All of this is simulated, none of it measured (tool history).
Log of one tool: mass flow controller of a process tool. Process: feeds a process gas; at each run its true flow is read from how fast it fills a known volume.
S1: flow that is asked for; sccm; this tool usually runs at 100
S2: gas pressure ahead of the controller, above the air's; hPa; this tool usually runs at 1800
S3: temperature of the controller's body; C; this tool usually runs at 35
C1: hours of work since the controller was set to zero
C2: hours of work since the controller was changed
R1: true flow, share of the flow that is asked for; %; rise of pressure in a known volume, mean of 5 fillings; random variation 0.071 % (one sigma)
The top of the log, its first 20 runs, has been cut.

Run 21, hour 4214.8: usual settings but S1 109 sccm; C1 4832; C2 4832. Result: R1 97.84 %.
Run 22, hour 4487.1: usual settings but S1 158 sccm; C1 4969; C2 4969. Result: R1 98.26 %.
Run 23, hour 4704.1: usual settings but S1 158 sccm; C1 5079; C2 5079. Result: R1 98.01 %.
Run 24, hour 4977.1: usual settings but S1 158 sccm; C1 5217; C2 5217. Result: R1 97.85 %.
At hour 5161.8: gauge calibrated.
Run 25, hour 5222.4: usual settings but S1 122 sccm, S2 2550 hPa; C1 5341; C2 5341. Result: R1 100.35 %.
Run 26, hour 5407.1: usual settings but S1 170 sccm, S2 2550 hPa, S3 21 C; C1 5435; C2 5435. Result: R1 99.17 %.
Run 27, hour 5548.2: usual settings but S1 170 sccm, S2 2550 hPa, S3 21 C; C1 5506; C2 5506. Result: R1 99.07 %.
Run 28, hour 5686.4: usual settings but S1 170 sccm, S2 2550 hPa, S3 21 C; C1 5576; C2 5576. Result: R1 99 %.
Run 29, hour 5885.2: usual settings but S1 33 sccm, S2 1990 hPa, S3 26 C; C1 5676; C2 5676. Result: R1 97.73 %.
Run 30, hour 6048.9: usual settings but S3 20 C; C1 5759; C2 5759. Result: R1 97.82 %.
Run 31, hour 6226.8: usual settings but S1 40 sccm, S2 2210 hPa, S3 33 C; C1 5849; C2 5849. Result: R1 98.64 %.
Run 32, hour 6526.1: usual settings but S1 40 sccm, S2 2210 hPa, S3 33 C; C1 6000; C2 6000. Result: R1 98.38 %.
Run 33, hour 6720.2: usual settings but S1 40 sccm, S2 2210 hPa, S3 33 C; C1 6098; C2 6098. Result: R1 98.33 %.
Run 34, hour 6946: usual settings but S1 49 sccm, S2 2290 hPa; C1 6212; C2 6212. Result: R1 98.52 %.

Run 35 is up next; what results do you expect?
Run 35, hour 7219: usual settings but S2 2050 hPa, S3 31 C; C1 6350; C2 6350. Result: R1 ?.

R1: 98.34 %
On a tool with no hidden condition, and with the same random variation, this run would have come out at R1 99.45 %.
